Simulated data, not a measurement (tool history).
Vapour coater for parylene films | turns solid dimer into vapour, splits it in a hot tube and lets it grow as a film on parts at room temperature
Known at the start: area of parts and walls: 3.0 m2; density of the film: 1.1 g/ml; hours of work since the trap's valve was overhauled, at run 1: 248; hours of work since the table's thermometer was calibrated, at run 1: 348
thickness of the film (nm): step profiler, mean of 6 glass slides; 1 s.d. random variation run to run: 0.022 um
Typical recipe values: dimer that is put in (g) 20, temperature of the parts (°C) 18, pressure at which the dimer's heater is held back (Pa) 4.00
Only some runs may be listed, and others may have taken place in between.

run    hour  dimer that is put in (g)  temperature of the parts (°C)  pressure at which the dimer's heater is held back (Pa)  hours of work since the trap's valve was overhauled  hours of work since the table's thermometer was calibrated  thickness of the film (nm)
  1     0.0                        20                             18                                                    4.00                                                  248                                                         348                        3380
  2    30.1                        20                             15                                                    4.00                                                  261                                                         360                        3660
  3    49.1                        30                             15                                                    4.00                                                  268                                                         368                        5530
  4    75.7                        30                             15                                                    4.00                                                  279                                                         379                        5540
  5   101.5                        30                             15                                                    4.00                                                  290                                                         390                        5500
  6   136.8                        30                             15                                                    4.00                                                  305                                                         404                        5440
  7   162.0                        20                             18                                                    4.00                                                  315                                                         415                        3280
      181.2  -- trap's valve overhauled
  8   182.9                        20                             18                                                    4.00                                                    1                                                         422                        3600
  9   200.8                        20                             18                                                    4.00                                                    8                                                         429                        3560
 10   234.7                        20                             22                                                    4.00                                                   22                                                         443                        3160
 11   266.4                        20                             22                                                    4.00                                                   35                                                         456                        3160
 12   300.5                        20                             22                                                    4.00                                                   49                                                         470                        3130
 13   315.9                        21                             22                                                    4.00                                                   56                                                         476                        3280
 14   336.8                        21                             22                                                    4.00                                                   64                                                         485                        3330
 15   365.3                        21                             22                                                    4.00                                                   76                                                         497                        3270
 16   381.2                        20                             18                                                    4.00                                                   83                                                         503                        3500
 17   402.0                        20                             18                                                    4.00                                                   91                                                         512                        3510
 18   432.4                        20                             18                                                    4.00                                                  104                                                         525                        3520
 19   466.5                        20                             18                                                    2.09                                                  118                                                         539                        3850
 20   484.5                        20                             18                                                    2.09                                                  125                                                         546                        3810
 21   516.7                        20                             18                                                    2.09                                                  138                                                         559                        3840
 22   544.5                        20                             18                                                    2.09                                                  150                                                         571                        3800
 23   569.3                        20                             18                                                    2.09                                                  160                                                         581                        3810
 24   603.9                        20                             18                                                    2.09                                                  174                                                         595                        3770
 25   619.7                        20                             18                                                    5.70                                                  181                                                         602                        3220
 26   650.9                        20                             19                                                    8.92                                                  194                                                         615                        2950
 27   684.5                        20                             19                                                    8.92                                                  208                                                         629                        2910
 28   714.2                         8                             19                                                    8.92                                                  220                                                         641                        1170
 29   746.7                        20                             12                                                    6.01                                                  233                                                         654                        3850
 30   766.2                        11                             18                                                    4.00                                                  241                                                         662                        1860
 31   798.0                        20                             10                                                    6.63                                                  255                                                         675                        3940
 32   813.9                        20                             10                                                    6.63                                                  261                                                         682                        3930
 33   840.3                        13                             17                                                    9.10                                                  272                                                         693                        1970
 34   854.6                        10                             25                                                    4.00                                                  278                                                         699                        1390
 35   884.0                        20                             18                                                    4.00                                                  290                                                         711                        3330
 36   906.9                        12                             10                                                    4.00                                                  300                                                         720                        2510
 37   922.7                        24                             10                                                    2.01                                                  306                                                         727                        5610
 38   941.6                        28                             15                                                    2.01                                                  314                                                         735                        5610
      964.5  -- trap's valve overhauled
 39   980.2                        28                             15                                                    2.01                                                    6                                                         749                        6050
 40  1003.0                        14                             16                                                    4.00                                                   16                                                         758                        2650
 41  1037.0                        13                             21                                                    4.36                                                   30                                                         772                        2070
 42  1067.0                        13                             21                                                    4.36                                                   42                                                         785                        2100
 43  1089.2                        13                             21                                                    4.36                                                   51                                                         794                        2070
 44  1111.7                        32                             21                                                    8.78                                                   61                                                         803                        4550
 45  1129.9                        32                             11                                                    2.63                                                   68                                                         811                        7430
 46  1153.3                        32                             11                                                    2.63                                                   78                                                         820                        7410
 47  1184.7                        17                             11                                                    2.63                                                   91                                                         833                        3890
 48  1206.9                        10                             18                                                    2.87                                                  100                                                         843                        1850

Below are 3 alternative next runs, each starting from the tool's condition after run 48. Predict each:
  A  1235.9                        33                             18                                                    4.90                                                  112                                                         855                           ?
  B  1235.9                        11                             10                                                   11.01                                                  112                                                         855                           ?
  C  1235.9                        19                             27                                                    2.87                                                  112                                                         855                           ?

run  thickness of the film (nm)
  A                        5580
  B                        2100
  C                        2630
What these runs would have given with no unlogged condition in the tool:
run  thickness of the film (nm)
  A                        5770
  B                        2170
  C                        2710
